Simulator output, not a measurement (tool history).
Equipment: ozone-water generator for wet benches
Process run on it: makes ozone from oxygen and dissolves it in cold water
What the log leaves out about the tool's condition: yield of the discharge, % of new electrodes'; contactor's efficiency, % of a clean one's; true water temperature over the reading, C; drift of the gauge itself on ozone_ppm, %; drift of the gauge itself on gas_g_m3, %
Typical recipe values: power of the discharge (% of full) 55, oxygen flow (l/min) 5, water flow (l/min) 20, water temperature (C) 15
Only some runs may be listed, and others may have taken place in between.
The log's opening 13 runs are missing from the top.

run,day,power of the discharge (% of full),oxygen flow (l/min),water flow (l/min),water temperature (C),hours of work since the electrodes were changed,hours of work since the contactor was cleaned,hours of work since the thermometer was calibrated,dissolved ozone (ppm),ozone in the gas ahead of the water (g/m3)
14,12.083,55,5,19,15,988,4301,1842,23.4,202.6
15,12.796,55,5,17,15,1000,4312,1854,25.8,204.3
16,13.608,55,5,17,15,1013,4326,1867,25.9,202.4
17,14.308,55,5,20,15,1024,4337,1878,22,202
18,14.988,53,2.58,30,20,1035,4348,1889,10.2,244
19,16.225,53,2.58,30,20,1055,4368,1909,10.2,241.2
20,17.254,53,2.58,30,20,1072,4385,1926,10.2,243.1
21,18.271,70,5,20,17,1088,4401,1942,24.9,227.5
22,19.458,43,5,20,7,1108,4420,1961,21.7,178.2
23,20.721,43,5,20,7,1128,4441,1982,21.6,179.7
24,21.292,98,5,20,15,1137,4450,1991,29.7,271.8
25,22.442,98,5,20,15,1156,4469,2010,30,271.8
26,22.967,58,5,20,15,1164,4477,2018,22.9,208.6
27,23.625,58,5,20,15,1175,4488,2029,22.6,207.3
28,24.346,55,5,23,15,1187,4499,2040,19.1,202.8
29,25.433,55,2.63,23,15,1204,4517,2058,15.3,247.5
30,26.346,80,2.91,24,20,1219,4532,2073,17.3,289.1
31,27.008,91,5.75,26,16,1230,4542,2084,22.6,249

Forecast run 32:
32,28.188,91,5.75,26,16,1249,4562,2103,?,?

Run 32 produced dissolved ozone (ppm) 22.9, ozone in the gas ahead of the water (g/m3) 248.1.
On a tool with no hidden condition, and with the same random variation, this run would have come out at dissolved ozone (ppm) 24.8, ozone in the gas ahead of the water (g/m3) 259.9.
